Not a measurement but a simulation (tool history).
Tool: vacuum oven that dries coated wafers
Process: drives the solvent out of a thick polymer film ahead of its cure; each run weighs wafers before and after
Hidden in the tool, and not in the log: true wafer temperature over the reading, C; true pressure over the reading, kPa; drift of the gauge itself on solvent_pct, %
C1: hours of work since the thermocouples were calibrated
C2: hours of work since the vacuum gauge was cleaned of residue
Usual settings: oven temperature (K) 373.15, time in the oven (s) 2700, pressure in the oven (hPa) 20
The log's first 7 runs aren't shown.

{"run": 8, "hour": 60.7, "oven temperature (K)": 373.15, "time in the oven (s)": 2700, "pressure in the oven (hPa)": 20, "C1": 757, "C2": 93, "solvent left in the film (%)": 3.52}
{"run": 9, "hour": 66.7, "oven temperature (K)": 373.15, "time in the oven (s)": 2760, "pressure in the oven (hPa)": 20, "C1": 760, "C2": 96, "solvent left in the film (%)": 3.4}
{"run": 10, "hour": 74.1, "oven temperature (K)": 373.15, "time in the oven (s)": 2700, "pressure in the oven (hPa)": 12.3, "C1": 763, "C2": 99, "solvent left in the film (%)": 2.83}
{"run": 11, "hour": 83.3, "oven temperature (K)": 373.15, "time in the oven (s)": 1920, "pressure in the oven (hPa)": 20, "C1": 768, "C2": 103, "solvent left in the film (%)": 5.03}
{"run": 12, "hour": 96.3, "oven temperature (K)": 373.15, "time in the oven (s)": 1920, "pressure in the oven (hPa)": 20, "C1": 774, "C2": 109, "solvent left in the film (%)": 5.1}
{"run": 13, "hour": 108.7, "oven temperature (K)": 373.15, "time in the oven (s)": 1920, "pressure in the oven (hPa)": 20, "C1": 779, "C2": 115, "solvent left in the film (%)": 5.1}
{"run": 14, "hour": 116.6, "oven temperature (K)": 373.15, "time in the oven (s)": 1920, "pressure in the oven (hPa)": 20, "C1": 783, "C2": 119, "solvent left in the film (%)": 5.08}
{"run": 15, "hour": 128.8, "oven temperature (K)": 373.15, "time in the oven (s)": 3000, "pressure in the oven (hPa)": 20, "C1": 789, "C2": 124, "solvent left in the film (%)": 3.12}
{"run": 16, "hour": 141.5, "oven temperature (K)": 373.15, "time in the oven (s)": 2220, "pressure in the oven (hPa)": 20, "C1": 795, "C2": 130, "solvent left in the film (%)": 4.36}
{"run": 17, "hour": 151.1, "oven temperature (K)": 373.15, "time in the oven (s)": 2220, "pressure in the oven (hPa)": 20, "C1": 799, "C2": 135, "solvent left in the film (%)": 4.44}
{"run": 18, "hour": 157.2, "oven temperature (K)": 378.15, "time in the oven (s)": 3360, "pressure in the oven (hPa)": 13.1, "C1": 802, "C2": 138, "solvent left in the film (%)": 1.31}
{"run": 19, "hour": 169.3, "oven temperature (K)": 383.15, "time in the oven (s)": 3000, "pressure in the oven (hPa)": 20, "C1": 808, "C2": 143, "solvent left in the film (%)": 1.47}
{"run": 20, "hour": 180.2, "oven temperature (K)": 383.15, "time in the oven (s)": 3000, "pressure in the oven (hPa)": 20, "C1": 813, "C2": 148, "solvent left in the film (%)": 1.44}
{"run": 21, "hour": 189.9, "oven temperature (K)": 373.15, "time in the oven (s)": 2700, "pressure in the oven (hPa)": 15.1, "C1": 817, "C2": 153, "solvent left in the film (%)": 3}
{"run": 22, "hour": 199.1, "oven temperature (K)": 370.15, "time in the oven (s)": 4320, "pressure in the oven (hPa)": 41.5, "C1": 822, "C2": 157, "solvent left in the film (%)": 5.27}
{"run": 23, "hour": 207.6, "oven temperature (K)": 370.15, "time in the oven (s)": 4320, "pressure in the oven (hPa)": 41.5, "C1": 826, "C2": 161, "solvent left in the film (%)": 5.15}
{"run": 24, "hour": 216.7, "oven temperature (K)": 377.15, "time in the oven (s)": 4320, "pressure in the oven (hPa)": 41.5, "C1": 830, "C2": 165, "solvent left in the film (%)": 3.54}
{"run": 25, "hour": 228.4, "oven temperature (K)": 377.15, "time in the oven (s)": 4320, "pressure in the oven (hPa)": 41.5, "C1": 835, "C2": 171, "solvent left in the film (%)": 3.65}
{"run": 26, "hour": 238.5, "oven temperature (K)": 387.15, "time in the oven (s)": 2700, "pressure in the oven (hPa)": 18, "C1": 840, "C2": 176, "solvent left in the film (%)": 1.04}
{"run": 27, "hour": 250.1, "oven temperature (K)": 384.15, "time in the oven (s)": 2700, "pressure in the oven (hPa)": 21.6, "C1": 845, "C2": 181, "solvent left in the film (%)": 1.57}
{"run": 28, "hour": 257.9, "oven temperature (K)": 387.15, "time in the oven (s)": 2700, "pressure in the oven (hPa)": 40.4, "C1": 849, "C2": 185, "solvent left in the film (%)": 2.42}
{"run": 29, "hour": 265.7, "oven temperature (K)": 373.15, "time in the oven (s)": 3720, "pressure in the oven (hPa)": 20, "C1": 853, "C2": 188, "solvent left in the film (%)": 2.48}
{"run": 30, "hour": 273.8, "oven temperature (K)": 384.15, "time in the oven (s)": 2700, "pressure in the oven (hPa)": 12.4, "C1": 856, "C2": 192, "solvent left in the film (%)": 0.88}
{"run": 31, "hour": 284.0, "oven temperature (K)": 384.15, "time in the oven (s)": 2700, "pressure in the oven (hPa)": 12.4, "C1": 861, "C2": 197, "solvent left in the film (%)": 0.94}
{"run": 32, "hour": 293.5, "oven temperature (K)": 362.15, "time in the oven (s)": 2400, "pressure in the oven (hPa)": 35.9, "C1": 866, "C2": 201, "solvent left in the film (%)": 11.03}

Forecast each of these 5 alternatives for the next run:
{"run": "A", "hour": 301.2, "oven temperature (K)": 377.15, "time in the oven (s)": 2400, "pressure in the oven (hPa)": 20, "C1": 869, "C2": 205, "solvent left in the film (%)": "?"}
{"run": "B", "hour": 301.2, "oven temperature (K)": 373.15, "time in the oven (s)": 1500, "pressure in the oven (hPa)": 42.7, "C1": 869, "C2": 205, "solvent left in the film (%)": "?"}
{"run": "C", "hour": 301.2, "oven temperature (K)": 380.15, "time in the oven (s)": 3120, "pressure in the oven (hPa)": 23.7, "C1": 869, "C2": 205, "solvent left in the film (%)": "?"}
{"run": "D", "hour": 301.2, "oven temperature (K)": 362.15, "time in the oven (s)": 3240, "pressure in the oven (hPa)": 35.9, "C1": 869, "C2": 205, "solvent left in the film (%)": "?"}
{"run": "E", "hour": 301.2, "oven temperature (K)": 366.15, "time in the oven (s)": 1440, "pressure in the oven (hPa)": 11.1, "C1": 869, "C2": 205, "solvent left in the film (%)": "?"}

run=A solvent_left_in_the_film_(%)=2.75
run=B solvent_left_in_the_film_(%)=8.11
run=C solvent_left_in_the_film_(%)=1.97
run=D solvent_left_in_the_film_(%)=9.37
run=E solvent_left_in_the_film_(%)=9.64
Without the tool's hidden state the same runs would have given:
run=A solvent_left_in_the_film_(%)=2.76
run=B solvent_left_in_the_film_(%)=8.14
run=C solvent_left_in_the_film_(%)=1.97
run=D solvent_left_in_the_film_(%)=9.41
run=E solvent_left_in_the_film_(%)=9.67
